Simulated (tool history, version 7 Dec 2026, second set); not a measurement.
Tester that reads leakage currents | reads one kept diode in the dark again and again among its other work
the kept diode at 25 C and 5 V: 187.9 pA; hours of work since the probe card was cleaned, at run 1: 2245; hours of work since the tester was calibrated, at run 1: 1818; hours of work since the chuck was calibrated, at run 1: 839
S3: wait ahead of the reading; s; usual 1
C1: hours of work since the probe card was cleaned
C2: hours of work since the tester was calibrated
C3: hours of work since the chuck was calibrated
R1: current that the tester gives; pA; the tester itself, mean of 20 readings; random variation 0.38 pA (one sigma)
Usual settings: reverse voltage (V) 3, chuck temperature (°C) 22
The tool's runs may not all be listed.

run 1 hour=0 | reverse_voltage_(V)=3 chuck_temperature_(°C)=22 S3=1 | C1=2245 C2=1818 C3=839 | R1=143.95
run 2 hour=133.7 | reverse_voltage_(V)=3 chuck_temperature_(°C)=22 S3=1 | C1=2351 C2=1925 C3=945 | R1=146.36
run 3 hour=234.4 | reverse_voltage_(V)=3 chuck_temperature_(°C)=22 S3=1 | C1=2432 C2=2005 C3=1026 | R1=147.66
-- hour=275.1 chuck's temperature calibrated
run 4 hour=401 | reverse_voltage_(V)=3 chuck_temperature_(°C)=22 S3=1 | C1=2563 C2=2137 C3=100 | R1=127.3
run 5 hour=548.1 | reverse_voltage_(V)=1.73 chuck_temperature_(°C)=22 S3=1 | C1=2681 C2=2254 C3=218 | R1=107.92
run 6 hour=713.3 | reverse_voltage_(V)=1.73 chuck_temperature_(°C)=39 S3=1 | C1=2813 C2=2386 C3=350 | R1=404.49
run 7 hour=882.8 | reverse_voltage_(V)=1.76 chuck_temperature_(°C)=22 S3=1 | C1=2948 C2=2521 C3=485 | R1=113.3
run 8 hour=1033.5 | reverse_voltage_(V)=1.76 chuck_temperature_(°C)=22 S3=1 | C1=3068 C2=2642 C3=605 | R1=113.64
run 9 hour=1189.1 | reverse_voltage_(V)=2.3 chuck_temperature_(°C)=22 S3=1 | C1=3192 C2=2766 C3=730 | R1=128.37
-- hour=1247.5 probe card cleaned and baked
run 10 hour=1282 | reverse_voltage_(V)=3 chuck_temperature_(°C)=22 S3=1 | C1=28 C2=2838 C3=801 | R1=139.18
run 11 hour=1360.7 | reverse_voltage_(V)=2.86 chuck_temperature_(°C)=22 S3=0.56 | C1=90 C2=2900 C3=864 | R1=137.89
run 12 hour=1515.7 | reverse_voltage_(V)=2.86 chuck_temperature_(°C)=22 S3=0.56 | C1=214 C2=3024 C3=988 | R1=141.39
-- hour=1603 chuck's temperature calibrated
run 13 hour=1687.3 | reverse_voltage_(V)=7.68 chuck_temperature_(°C)=53 S3=1.33 | C1=350 C2=3160 C3=67 | R1=1628.49
run 14 hour=1827.8 | reverse_voltage_(V)=3 chuck_temperature_(°C)=56 S3=1 | C1=462 C2=3272 C3=179 | R1=1496.94
run 15 hour=2004.5 | reverse_voltage_(V)=1.09 chuck_temperature_(°C)=20 S3=1.63 | C1=603 C2=3413 C3=321 | R1=79.62
run 16 hour=2141.9 | reverse_voltage_(V)=11.16 chuck_temperature_(°C)=22 S3=1.63 | C1=712 C2=3522 C3=430 | R1=199.73
-- hour=2164.7 tester calibrated
run 17 hour=2272.8 | reverse_voltage_(V)=3 chuck_temperature_(°C)=22 S3=4.89 | C1=815 C2=86 C3=533 | R1=136.12
run 18 hour=2361.2 | reverse_voltage_(V)=7.43 chuck_temperature_(°C)=22 S3=0.75 | C1=886 C2=157 C3=604 | R1=186.35
run 19 hour=2482.2 | reverse_voltage_(V)=7.43 chuck_temperature_(°C)=22 S3=1.29 | C1=983 C2=254 C3=700 | R1=187.04

4 ways to go on from here, each from the tool as it stands after run 19. What would each give?
run A hour=2581.4 | reverse_voltage_(V)=7.43 chuck_temperature_(°C)=31 S3=3.46 | C1=1062 C2=333 C3=779 | R1=?
run B hour=2581.4 | reverse_voltage_(V)=3.87 chuck_temperature_(°C)=22 S3=1 | C1=1062 C2=333 C3=779 | R1=?
run C hour=2581.4 | reverse_voltage_(V)=18.22 chuck_temperature_(°C)=37 S3=1.29 | C1=1062 C2=333 C3=779 | R1=?
run D hour=2581.4 | reverse_voltage_(V)=1.99 chuck_temperature_(°C)=34 S3=0.99 | C1=1062 C2=333 C3=779 | R1=?

run=A R1=379.97
run=B R1=153.95
run=C R1=793.8
run=D R1=315.23
Without the tool's hidden state the same runs would have given:
run=A R1=339.23
run=B R1=136.41
run=C R1=711.53
run=D R1=282.59
